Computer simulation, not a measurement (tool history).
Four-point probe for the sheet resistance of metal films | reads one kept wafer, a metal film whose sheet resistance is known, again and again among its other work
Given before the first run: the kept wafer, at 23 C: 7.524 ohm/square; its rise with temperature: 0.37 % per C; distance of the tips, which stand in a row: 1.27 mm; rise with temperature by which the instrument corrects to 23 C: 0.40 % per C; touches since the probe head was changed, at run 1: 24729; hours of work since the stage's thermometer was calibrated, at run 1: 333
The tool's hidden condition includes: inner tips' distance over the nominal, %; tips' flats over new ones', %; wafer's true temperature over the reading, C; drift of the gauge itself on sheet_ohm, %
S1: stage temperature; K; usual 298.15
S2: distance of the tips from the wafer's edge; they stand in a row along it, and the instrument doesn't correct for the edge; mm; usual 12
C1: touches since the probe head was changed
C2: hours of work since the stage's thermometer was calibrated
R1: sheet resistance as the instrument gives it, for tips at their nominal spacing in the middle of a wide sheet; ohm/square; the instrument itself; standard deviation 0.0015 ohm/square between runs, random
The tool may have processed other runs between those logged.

run 1 hour=0 | S1=298.15 S2=12 | C1=24729 C2=333 | R1=7.580434
run 2 hour=42.1 | S1=298.15 S2=12 | C1=26140 C2=350 | R1=7.577699
run 3 hour=68.3 | S1=298.15 S2=12 | C1=27015 C2=361 | R1=7.57982
run 4 hour=108.5 | S1=298.15 S2=12 | C1=28365 C2=377 | R1=7.578975
run 5 hour=166.5 | S1=298.15 S2=49 | C1=30306 C2=401 | R1=7.539044
run 6 hour=205.8 | S1=298.15 S2=12 | C1=31624 C2=417 | R1=7.580715
run 7 hour=266.1 | S1=298.15 S2=12 | C1=33644 C2=442 | R1=7.583582
run 8 hour=322 | S1=299.15 S2=12 | C1=35516 C2=465 | R1=7.580693
run 9 hour=360.5 | S1=299.15 S2=12 | C1=36805 C2=481 | R1=7.586039
run 10 hour=414.4 | S1=298.15 S2=12 | C1=38611 C2=503 | R1=7.586261
run 11 hour=446.4 | S1=298.15 S2=12 | C1=39682 C2=516 | R1=7.583808
run 12 hour=503.2 | S1=298.15 S2=12 | C1=41587 C2=539 | R1=7.586413
run 13 hour=559.3 | S1=302.15 S2=12 | C1=43465 C2=562 | R1=7.582008
run 14 hour=593 | S1=298.15 S2=12 | C1=44595 C2=576 | R1=7.589816
run 15 hour=648.6 | S1=294.15 S2=12 | C1=46458 C2=599 | R1=7.598527
run 16 hour=679.1 | S1=298.15 S2=12 | C1=47480 C2=611 | R1=7.594004
run 17 hour=725.2 | S1=298.15 S2=12 | C1=49026 C2=630 | R1=7.593764
run 18 hour=750.7 | S1=298.15 S2=12 | C1=49879 C2=641 | R1=7.594144
run 19 hour=798.2 | S1=298.15 S2=12 | C1=51471 C2=660 | R1=7.592915
run 20 hour=835.9 | S1=298.15 S2=12 | C1=52734 C2=675 | R1=7.594736
run 21 hour=879.3 | S1=298.15 S2=12 | C1=54187 C2=693 | R1=7.592096
run 22 hour=938.5 | S1=298.15 S2=50 | C1=56169 C2=717 | R1=7.552303
run 23 hour=965.7 | S1=293.15 S2=28 | C1=57082 C2=729 | R1=7.567282
run 24 hour=1024.1 | S1=293.15 S2=28 | C1=59040 C2=753 | R1=7.569859
run 25 hour=1050.2 | S1=300.15 S2=12 | C1=59914 C2=763 | R1=7.595282
run 26 hour=1085.6 | S1=300.15 S2=12 | C1=61099 C2=778 | R1=7.594195
run 27 hour=1131.8 | S1=300.15 S2=12 | C1=62647 C2=797 | R1=7.593776
run 28 hour=1159.2 | S1=300.15 S2=68 | C1=63564 C2=808 | R1=7.551895
run 29 hour=1184.3 | S1=300.15 S2=22 | C1=64406 C2=818 | R1=7.559985
-- hour=1189.2 stage's thermometer calibrated
run 30 hour=1232.9 | S1=296.15 S2=6 | C1=66016 C2=18 | R1=7.736529
run 31 hour=1261.9 | S1=296.15 S2=6 | C1=66988 C2=30 | R1=7.739251
run 32 hour=1293.5 | S1=295.15 S2=15 | C1=68046 C2=43 | R1=7.590888
run 33 hour=1345.7 | S1=298.15 S2=23 | C1=69795 C2=64 | R1=7.570614
run 34 hour=1390.2 | S1=298.15 S2=69 | C1=71285 C2=82 | R1=7.560864
run 35 hour=1432.8 | S1=298.15 S2=38 | C1=72713 C2=100 | R1=7.562774
run 36 hour=1491.8 | S1=298.15 S2=15 | C1=74689 C2=124 | R1=7.589055
run 37 hour=1526.8 | S1=297.15 S2=15 | C1=75863 C2=138 | R1=7.590186
-- hour=1552.9 stage's thermometer calibrated, once more
run 38 hour=1585.3 | S1=295.15 S2=73 | C1=77808 C2=13 | R1=7.561726
run 39 hour=1623.2 | S1=298.15 S2=75 | C1=79075 C2=29 | R1=7.554695
run 40 hour=1679.9 | S1=298.15 S2=75 | C1=80976 C2=52 | R1=7.554404
run 41 hour=1709.3 | S1=306.15 S2=3 | C1=81961 C2=64 | R1=8.199579
run 42 hour=1752.8 | S1=305.15 S2=4 | C1=83419 C2=82 | R1=7.930189
run 43 hour=1814.5 | S1=303.15 S2=3 | C1=85485 C2=107 | R1=8.202276
run 44 hour=1852.2 | S1=302.15 S2=30 | C1=86748 C2=123 | R1=7.556644

Measured result minus the same run's result without the hidden state. Both carry the same run-to-run variation, though not necessarily the same gauge scatter:
run=1 R1=+0.013754
run=2 R1=+0.014412
run=3 R1=+0.014871
run=4 R1=+0.015472
run=5 R1=+0.016346
run=6 R1=+0.017091
run=7 R1=+0.018159
run=8 R1=+0.019085
run=9 R1=+0.01974
run=10 R1=+0.020627
run=11 R1=+0.021121
run=12 R1=+0.022061
run=13 R1=+0.022941
run=14 R1=+0.023538
run=15 R1=+0.024513
run=16 R1=+0.024977
run=17 R1=+0.025718
run=18 R1=+0.026173
run=19 R1=+0.026938
run=20 R1=+0.02756
run=21 R1=+0.028338
run=22 R1=+0.029206
run=23 R1=+0.02979
run=24 R1=+0.030821
run=25 R1=+0.03123
run=26 R1=+0.031805
run=27 R1=+0.03255
run=28 R1=+0.032865
run=29 R1=+0.033309
run=30 R1=+0.036621
run=31 R1=+0.037102
run=32 R1=+0.036951
run=33 R1=+0.037603
run=34 R1=+0.038293
run=35 R1=+0.038956
run=36 R1=+0.040013
run=37 R1=+0.040635
run=38 R1=+0.03286
run=39 R1=+0.033434
run=40 R1=+0.034354
run=41 R1=+0.037564
run=42 R1=+0.03713
run=43 R1=+0.039348
run=44 R1=+0.037171
